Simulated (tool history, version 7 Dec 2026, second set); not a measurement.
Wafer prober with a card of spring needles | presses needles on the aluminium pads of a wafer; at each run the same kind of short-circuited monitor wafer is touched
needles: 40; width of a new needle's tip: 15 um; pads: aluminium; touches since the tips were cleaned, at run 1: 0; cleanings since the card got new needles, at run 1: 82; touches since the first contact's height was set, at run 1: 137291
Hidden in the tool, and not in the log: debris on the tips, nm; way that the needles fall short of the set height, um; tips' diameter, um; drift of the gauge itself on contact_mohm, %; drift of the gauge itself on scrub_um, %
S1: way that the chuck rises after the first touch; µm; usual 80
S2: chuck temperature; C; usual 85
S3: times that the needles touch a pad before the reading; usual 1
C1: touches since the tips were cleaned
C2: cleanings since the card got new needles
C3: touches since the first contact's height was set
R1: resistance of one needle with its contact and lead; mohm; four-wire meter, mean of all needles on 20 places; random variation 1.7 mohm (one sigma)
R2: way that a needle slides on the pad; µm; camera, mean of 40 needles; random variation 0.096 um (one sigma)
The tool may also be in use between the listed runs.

run 1 hour=0.0 | S1=80 S2=85 S3=1 | C1=0 C2=82 C3=137291 | R1=188 R2=17.89
-- hour=20.0 tips cleaned on abrasive film
-- hour=40.0 tips cleaned on abrasive film
run 2 hour=43.7 | S1=80 S2=85 S3=1 | C1=1335 C2=84 C3=152848 | R1=246 R2=17.74
-- hour=58.4 tips cleaned on abrasive film
-- hour=77.2 tips cleaned on abrasive film
-- hour=93.2 tips cleaned on abrasive film
run 3 hour=95.1 | S1=80 S2=85 S3=1 | C1=681 C2=87 C3=171128 | R1=222 R2=17.59
-- hour=109.9 tips cleaned on abrasive film
-- hour=128.0 tips cleaned on abrasive film
run 4 hour=139.7 | S1=80 S2=85 S3=1 | C1=4177 C2=89 C3=187015 | R1=314 R2=17.53
-- hour=146.1 tips cleaned on abrasive film
-- hour=165.6 tips cleaned on abrasive film
-- hour=185.0 tips cleaned on abrasive film
run 5 hour=189.5 | S1=80 S2=85 S3=1 | C1=1622 C2=92 C3=204729 | R1=280 R2=17.55
-- hour=201.2 tips cleaned on abrasive film
-- hour=209.3 height of the first contact set anew
-- hour=219.9 tips cleaned on abrasive film
-- hour=239.3 tips cleaned on abrasive film
run 6 hour=239.3 | S1=80 S2=85 S3=1 | C1=4 C2=95 C3=10649 | R1=193 R2=18.12
-- hour=258.3 tips cleaned on abrasive film
-- hour=277.7 tips cleaned on abrasive film
-- hour=295.0 tips cleaned on abrasive film
run 7 hour=300.6 | S1=80 S2=85 S3=1 | C1=2022 C2=98 C3=32498 | R1=288 R2=18.08
-- hour=311.0 tips cleaned on abrasive film
-- hour=328.4 tips cleaned on abrasive film
run 8 hour=328.4 | S1=80 S2=85 S3=1 | C1=0 C2=100 C3=42346 | R1=190 R2=18.01
-- hour=346.6 tips cleaned on abrasive film
-- hour=365.4 tips cleaned on abrasive film
run 9 hour=370.9 | S1=80 S2=85 S3=1 | C1=1968 C2=102 C3=57488 | R1=279 R2=18.05
-- hour=382.6 tips cleaned on abrasive film
-- hour=401.2 tips cleaned on abrasive film
run 10 hour=402.3 | S1=70 S2=65 S3=2 | C1=374 C2=104 C3=68638 | R1=206 R2=15.54
-- hour=419.5 tips cleaned on abrasive film
-- hour=437.6 tips cleaned on abrasive film
run 11 hour=444.9 | S1=80 S2=62 S3=1 | C1=2634 C2=106 C3=83836 | R1=289 R2=18.04
-- hour=457.0 tips cleaned on abrasive film
-- hour=475.9 tips cleaned on abrasive film
-- hour=493.5 tips cleaned on abrasive film
run 12 hour=507.5 | S1=80 S2=62 S3=1 | C1=4995 C2=109 C3=106096 | R1=329 R2=17.84
-- hour=511.6 tips cleaned on abrasive film
-- hour=531.0 tips cleaned on abrasive film
-- hour=551.0 tips cleaned on abrasive film
run 13 hour=551.7 | S1=80 S2=62 S3=1 | C1=262 C2=112 C3=121812 | R1=206 R2=17.76
-- hour=567.4 tips cleaned on abrasive film
-- hour=587.3 tips cleaned on abrasive film
-- hour=606.1 tips cleaned on abrasive film
run 14 hour=606.1 | S1=80 S2=54 S3=1 | C1=0 C2=115 C3=141148 | R1=189 R2=17.60

3 ways to go on from here, each from the tool as it stands after run 14. What would each give?
-- hour=623.3 tips cleaned on abrasive film
run A hour=637.1 | S1=80 S2=37 S3=3 | C1=4951 C2=116 C3=152226 | R1=? R2=?
-- hour=623.3 tips cleaned on abrasive film
run B hour=637.1 | S1=80 S2=100 S3=1 | C1=4951 C2=116 C3=152226 | R1=? R2=?
-- hour=623.3 tips cleaned on abrasive film
run C hour=637.1 | S1=89 S2=58 S3=1 | C1=4951 C2=116 C3=152226 | R1=? R2=?

run=A R1=224 R2=17.71
run=B R1=323 R2=17.66
run=C R1=291 R2=19.77
Without the tool's hidden state the same runs would have given:
run=A R1=166 R2=18.20
run=B R1=178 R2=18.15
run=C R1=166 R2=20.25

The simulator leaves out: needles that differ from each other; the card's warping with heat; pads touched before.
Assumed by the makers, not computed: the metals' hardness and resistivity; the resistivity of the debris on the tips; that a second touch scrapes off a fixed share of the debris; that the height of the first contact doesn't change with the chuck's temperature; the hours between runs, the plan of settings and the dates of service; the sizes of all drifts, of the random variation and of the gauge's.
